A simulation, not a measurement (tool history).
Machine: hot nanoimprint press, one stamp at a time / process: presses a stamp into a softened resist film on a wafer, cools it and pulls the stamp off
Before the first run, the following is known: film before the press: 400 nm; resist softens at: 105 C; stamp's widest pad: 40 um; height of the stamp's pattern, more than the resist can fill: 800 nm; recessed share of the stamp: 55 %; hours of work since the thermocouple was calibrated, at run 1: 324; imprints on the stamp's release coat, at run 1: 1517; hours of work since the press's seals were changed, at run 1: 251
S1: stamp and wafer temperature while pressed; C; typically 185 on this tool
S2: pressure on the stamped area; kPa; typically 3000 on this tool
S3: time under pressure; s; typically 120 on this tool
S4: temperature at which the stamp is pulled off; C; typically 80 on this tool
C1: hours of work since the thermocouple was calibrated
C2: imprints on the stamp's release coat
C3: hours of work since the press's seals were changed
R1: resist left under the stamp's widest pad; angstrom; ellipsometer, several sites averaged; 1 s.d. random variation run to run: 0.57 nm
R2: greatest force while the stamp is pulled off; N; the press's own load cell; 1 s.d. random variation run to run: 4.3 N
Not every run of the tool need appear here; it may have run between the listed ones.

| run | hour | S1 | S2 | S3 | S4 | C1 | C2 | C3 | R1 | R2 |
|---|---|---|---|---|---|---|---|---|---|---|
| 1 | 0.0 | 185 | 3000 | 120 | 80 | 324 | 1517 | 251 | 2358 | 206 |
| 2 | 90.0 | 185 | 3340 | 120 | 80 | 378 | 1773 | 306 | 2256 | 213 |
|  | 129.9 | stamp cleaned and given a new release coat |
|  | 140.6 | plate thermocouple calibrated |
| 3 | 143.0 | 185 | 3340 | 79 | 80 | 1 | 29 | 333 | 2589 | 207 |
| 4 | 189.5 | 185 | 3340 | 79 | 80 | 30 | 161 | 361 | 2579 | 213 |
| 5 | 277.0 | 191 | 3000 | 120 | 80 | 83 | 410 | 414 | 2017 | 204 |
| 6 | 360.0 | 191 | 3000 | 120 | 80 | 133 | 645 | 464 | 2025 | 212 |
| 7 | 416.3 | 191 | 3000 | 120 | 80 | 167 | 805 | 498 | 2014 | 213 |
| 8 | 460.1 | 191 | 3000 | 120 | 80 | 194 | 930 | 525 | 2019 | 218 |
| 9 | 541.6 | 191 | 3000 | 120 | 80 | 243 | 1161 | 574 | 2014 | 203 |
| 10 | 594.9 | 185 | 3000 | 120 | 80 | 275 | 1313 | 606 | 2346 | 214 |
| 11 | 656.7 | 185 | 3000 | 120 | 80 | 313 | 1488 | 644 | 2349 | 202 |
| 12 | 746.3 | 194 | 3000 | 120 | 80 | 367 | 1743 | 698 | 1866 | 212 |
|  | 794.4 | stamp cleaned and given a new release coat |
|  | 820.8 | plate thermocouple calibrated |
| 13 | 830.9 | 194 | 3000 | 120 | 80 | 6 | 95 | 744 | 1863 | 203 |
| 14 | 919.1 | 194 | 3000 | 120 | 80 | 60 | 346 | 797 | 1863 | 211 |
| 15 | 966.1 | 185 | 3000 | 120 | 80 | 88 | 479 | 826 | 2347 | 205 |
| 16 | 1046.5 | 192 | 3000 | 171 | 80 | 137 | 708 | 874 | 1712 | 208 |
| 17 | 1129.9 | 196 | 3990 | 112 | 84 | 187 | 945 | 925 | 1606 | 184 |
| 18 | 1183.3 | 185 | 2340 | 166 | 75 | 220 | 1096 | 957 | 2274 | 220 |
| 19 | 1263.4 | 185 | 2340 | 166 | 81 | 268 | 1324 | 1006 | 2280 | 211 |
| 20 | 1322.8 | 185 | 3290 | 139 | 71 | 304 | 1493 | 1042 | 2143 | 249 |
| 21 | 1382.2 | 185 | 3290 | 139 | 71 | 340 | 1661 | 1078 | 2138 | 246 |
| 22 | 1431.0 | 185 | 3290 | 139 | 71 | 370 | 1800 | 1107 | 2143 | 248 |
|  | 1462.2 | stamp cleaned and given a new release coat |
|  | 1497.2 | plate thermocouple calibrated |
| 23 | 1506.8 | 185 | 3290 | 139 | 71 | 6 | 119 | 1148 | 2144 | 247 |
| 24 | 1581.7 | 181 | 1850 | 183 | 70 | 51 | 331 | 1193 | 2624 | 246 |
| 25 | 1645.5 | 180 | 3730 | 114 | 80 | 90 | 512 | 1232 | 2473 | 206 |
|  | 1697.8 | press's hydraulic seals changed and the load cell set to zero |
| 26 | 1719.1 | 180 | 3730 | 114 | 80 | 130 | 699 | 13 | 2471 | 211 |
| 27 | 1814.4 | 185 | 3000 | 120 | 68 | 187 | 970 | 71 | 2319 | 254 |
| 28 | 1893.3 | 185 | 3000 | 120 | 68 | 235 | 1194 | 118 | 2313 | 251 |
| 29 | 1986.4 | 174 | 2190 | 120 | 71 | 292 | 1458 | 175 | 3130 | 243 |

Branching from run 29: 3 alternative next runs. What would each branch give?
| A | 2066.7 | 174 | 2190 | 133 | 68 | 340 | 1686 | 223 | ? | ? |
| B | 2066.7 | 185 | 3000 | 120 | 72 | 340 | 1686 | 223 | ? | ? |
| C | 2066.7 | 174 | 4640 | 120 | 71 | 340 | 1686 | 223 | ? | ? |

| run | R1 | R2 |
|---|---|---|
| A | 3077 | 253 |
| B | 2296 | 238 |
| C | 2607 | 244 |
Without the tool's unlogged condition, the same runs would have read:
| run | R1 | R2 |
|---|---|---|
| A | 3152 | 249 |
| B | 2352 | 234 |
| C | 2670 | 240 |
